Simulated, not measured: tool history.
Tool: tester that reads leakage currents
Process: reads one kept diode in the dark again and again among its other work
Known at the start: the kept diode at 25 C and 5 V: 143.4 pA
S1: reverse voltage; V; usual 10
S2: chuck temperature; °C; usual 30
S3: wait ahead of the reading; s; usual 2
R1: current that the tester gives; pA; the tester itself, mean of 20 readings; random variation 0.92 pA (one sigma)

run	day	S1	S2	S3	R1
1	0	10	30	2	301.24
2	0.975	10	30	1.92	304.5
3	2.617	10	30	1.19	300.88
4	3.979	10	30	1.14	300.36
5	5.133	10	32	2	355.52
6	6.654	10	32	2	350.39
7	8.312	10	30	5.04	294.44
8	10.004	10	30	5.04	293.58
9	12.054	10	30	2	292.64
10	13.892	10	30	2	289.35
11	15.142	10	36	0.89	479.62
12	17.054	9.1	21	7.34	127.39
13	19.004	4.9	21	0.54	95.76
14	20.908	6.5	22	3.52	116.42
15	22.992	10	30	1.68	282.81
16	24.7	2.3	30	0.94	141.8
17	26.275	2.3	30	0.94	141.74
18	27.883	7.5	53	0.59	1556.31
19	29.292	7.5	53	0.59	1555.93
20	30.225	7.5	53	0.59	1545.9

Forecast each of these 4 alternatives for the next run:
A	31.196	1.7	53	0.59	?
B	31.196	6.1	40	0.58	?
C	31.196	10	32	2	?
D	31.196	12.7	30	0.42	?

run	R1
A	790.13
B	506.41
C	325.76
D	316.38
Without the tool's hidden state the same runs would have given:
run	R1
A	895.46
B	573.23
C	363.68
D	348.88
